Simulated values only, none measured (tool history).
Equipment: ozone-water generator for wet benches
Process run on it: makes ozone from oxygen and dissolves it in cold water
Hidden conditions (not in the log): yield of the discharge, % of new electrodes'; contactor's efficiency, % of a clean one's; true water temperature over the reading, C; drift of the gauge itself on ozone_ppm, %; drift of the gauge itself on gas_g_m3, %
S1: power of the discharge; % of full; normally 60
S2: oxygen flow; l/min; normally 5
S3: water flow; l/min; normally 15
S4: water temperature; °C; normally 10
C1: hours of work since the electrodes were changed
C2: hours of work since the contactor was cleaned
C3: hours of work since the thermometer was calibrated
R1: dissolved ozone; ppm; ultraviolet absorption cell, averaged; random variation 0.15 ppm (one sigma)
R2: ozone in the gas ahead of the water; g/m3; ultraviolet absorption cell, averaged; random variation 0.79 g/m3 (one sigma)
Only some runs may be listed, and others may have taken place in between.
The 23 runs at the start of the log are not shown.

| run | hour | S1 | S2 | S3 | S4 | C1 | C2 | C3 | R1 | R2 |
|---|---|---|---|---|---|---|---|---|---|---|
| 24 | 936 | 44 | 3.73 | 10 | 15 | 1406 | 1675 | 318 | 16.8 | 103.1 |
| 25 | 982.2 | 44 | 3.73 | 10 | 15 | 1448 | 1717 | 360 | 16.7 | 101.5 |
| 26 | 1008.2 | 60 | 5 | 15 | 14 | 1471 | 1740 | 383 | 17.4 | 119.4 |
| 27 | 1035.1 | 67 | 8.91 | 15 | 10 | 1496 | 1765 | 408 | 21.5 | 103.1 |
| 28 | 1090.3 | 67 | 8.91 | 15 | 10 | 1545 | 1815 | 457 | 20.9 | 104.4 |
| 29 | 1132.2 | 60 | 3.86 | 15 | 10 | 1583 | 1852 | 495 | 17.6 | 132.3 |
| 30 | 1174.7 | 60 | 3.86 | 15 | 10 | 1621 | 1891 | 533 | 17.7 | 131.9 |
| 31 | 1229.1 | 60 | 2.73 | 19 | 13 | 1671 | 1940 | 583 | 12.7 | 152.3 |
| 32 | 1256.7 | 60 | 5 | 10 | 11 | 1695 | 1965 | 607 | 23.6 | 120.2 |
| 33 | 1283 | 60 | 5 | 10 | 11 | 1719 | 1988 | 631 | 23.7 | 120.3 |

Branching from run 33: 4 alternative next runs. What would each branch give?
| A | 1309.2 | 60 | 5 | 15 | 16 | 1743 | 2012 | 655 | ? | ? |
| B | 1309.2 | 47 | 4.06 | 15 | 12 | 1743 | 2012 | 655 | ? | ? |
| C | 1309.2 | 60 | 5 | 21 | 8 | 1743 | 2012 | 655 | ? | ? |
| D | 1309.2 | 80 | 5 | 10 | 11 | 1743 | 2012 | 655 | ? | ? |

| run | R1 | R2 |
|---|---|---|
| A | 16.8 | 118.9 |
| B | 13.8 | 104.6 |
| C | 14.2 | 119.3 |
| D | 30.5 | 152.3 |
Stripped of hidden state, with their random variation kept, the same runs would have yielded:
| run | R1 | R2 |
|---|---|---|
| A | 17.6 | 122.6 |
| B | 14.3 | 107 |
| C | 14.9 | 122.9 |
| D | 32.1 | 158.4 |
